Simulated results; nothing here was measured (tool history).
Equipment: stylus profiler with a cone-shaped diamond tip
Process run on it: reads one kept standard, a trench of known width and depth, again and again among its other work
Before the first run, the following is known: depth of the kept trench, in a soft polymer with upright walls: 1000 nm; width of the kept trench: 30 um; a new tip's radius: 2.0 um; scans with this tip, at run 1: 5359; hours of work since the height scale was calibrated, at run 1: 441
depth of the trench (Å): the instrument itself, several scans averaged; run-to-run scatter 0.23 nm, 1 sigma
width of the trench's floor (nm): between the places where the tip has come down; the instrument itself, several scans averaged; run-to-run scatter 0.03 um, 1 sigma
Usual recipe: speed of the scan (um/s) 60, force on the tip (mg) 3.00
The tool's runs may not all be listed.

run	hour	speed of the scan (um/s)	force on the tip (mg)	scans with this tip	hours of work since the height scale was calibrated	depth of the trench (Å)	width of the trench's floor (nm)
1	0.0	60	3.00	5359	441	10148.5	25040
2	118.1	60	3.00	6404	527	10155.9	24750
3	179.7	60	4.65	6950	572	10200.4	24650
4	251.0	172	4.65	7580	624	10201.4	24320
5	338.8	44	3.00	8358	688	10161.2	24370
# hour 400.7: new tip fitted, height scale calibrated
6	403.4	44	3.00	24	2	10130.4	26420
7	455.6	60	3.00	486	40	10135.3	26180
8	534.7	60	3.00	1186	98	10133.7	26020
9	644.0	60	5.00	2153	177	10190.0	25690
10	726.0	60	5.00	2879	237	10194.4	25490
11	841.3	60	5.00	3899	321	10199.3	25260
12	946.8	60	5.00	4833	398	10202.2	25010
13	1040.6	60	5.00	5663	466	10206.4	24850
14	1128.7	194	3.00	6443	531	10155.6	24310
15	1238.5	194	3.00	7415	611	10158.3	24110
16	1302.8	194	3.00	7983	657	10157.1	24000
# hour 1407.8: new tip fitted, height scale calibrated
17	1429.1	19	3.00	189	16	10126.6	26350
18	1534.7	19	3.00	1123	93	10127.5	26050
19	1644.6	107	1.59	2096	173	10089.1	25520
20	1713.9	107	1.59	2709	223	10094.9	25370
21	1800.6	107	1.59	3477	286	10096.0	25180
22	1865.1	157	4.67	4048	333	10185.3	25040
23	1990.6	21	2.58	5158	425	10134.1	24900
24	2089.9	17	3.38	6037	497	10152.3	24750
25	2169.5	17	3.38	6742	555	10159.9	24580
26	2247.8	37	3.38	7434	612	10162.4	24450
27	2366.5	37	8.61	8485	699	10287.9	24230
# hour 2412.5: new tip fitted, height scale calibrated
28	2489.9	37	8.61	684	56	10262.2	26170
29	2543.0	207	2.07	1154	95	10104.7	25610
30	2617.2	110	7.63	1811	149	10246.4	25790

What does the tool deliver on the next run?
31	2698.4	97	1.37	2529	208	?	?

{"run 31": {"depth of the trench (Å)": 10084.0, "width of the trench's floor (nm)": 25400}}
With the hidden condition absent and the run-to-run variation left alone, this run would have shown depth of the trench (Å) 10076.1, width of the trench's floor (nm) 26270.

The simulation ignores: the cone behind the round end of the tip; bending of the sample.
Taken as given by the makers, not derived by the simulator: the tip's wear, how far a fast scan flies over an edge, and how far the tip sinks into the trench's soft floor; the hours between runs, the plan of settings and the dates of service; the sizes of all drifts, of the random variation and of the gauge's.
